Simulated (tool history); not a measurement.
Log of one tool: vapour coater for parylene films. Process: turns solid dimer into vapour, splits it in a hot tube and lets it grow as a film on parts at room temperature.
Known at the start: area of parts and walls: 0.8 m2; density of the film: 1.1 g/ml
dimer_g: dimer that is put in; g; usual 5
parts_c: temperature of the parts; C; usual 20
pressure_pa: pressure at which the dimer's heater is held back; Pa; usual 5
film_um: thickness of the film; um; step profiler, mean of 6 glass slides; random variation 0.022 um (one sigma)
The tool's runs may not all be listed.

run	hour	dimer_g	parts_c	pressure_pa	film_um
1	0	5	20	5	2.8
2	36.9	5	20	5	2.79
3	57.2	3	20	5	1.64
4	84.6	5	31	5	2.19
5	107	5	31	5	2.19
6	150.3	5	31	5	2.16
7	171.8	5	31	5	2.19
8	218	5	31	5	2.2
9	242	5	31	5	2.21
10	286	9	21	8.57	4.73
11	325	9	21	8.57	4.64
12	365.7	9	21	8.57	4.64
13	408.5	6	19	4.98	3.39
14	436.9	6	12	4.98	3.88
15	470.9	6	12	4.98	3.88
16	516.9	3	28	2.29	1.45

Forecast each of these 3 alternatives for the next run:
A	537.6	3	28	11.46	?
B	537.6	3	31	7.02	?
C	537.6	5	15	2.29	?

run	film_um
A	1.28
B	1.25
C	3.25
Without the tool's hidden state the same runs would have given:
run	film_um
A	1.34
B	1.31
C	3.41
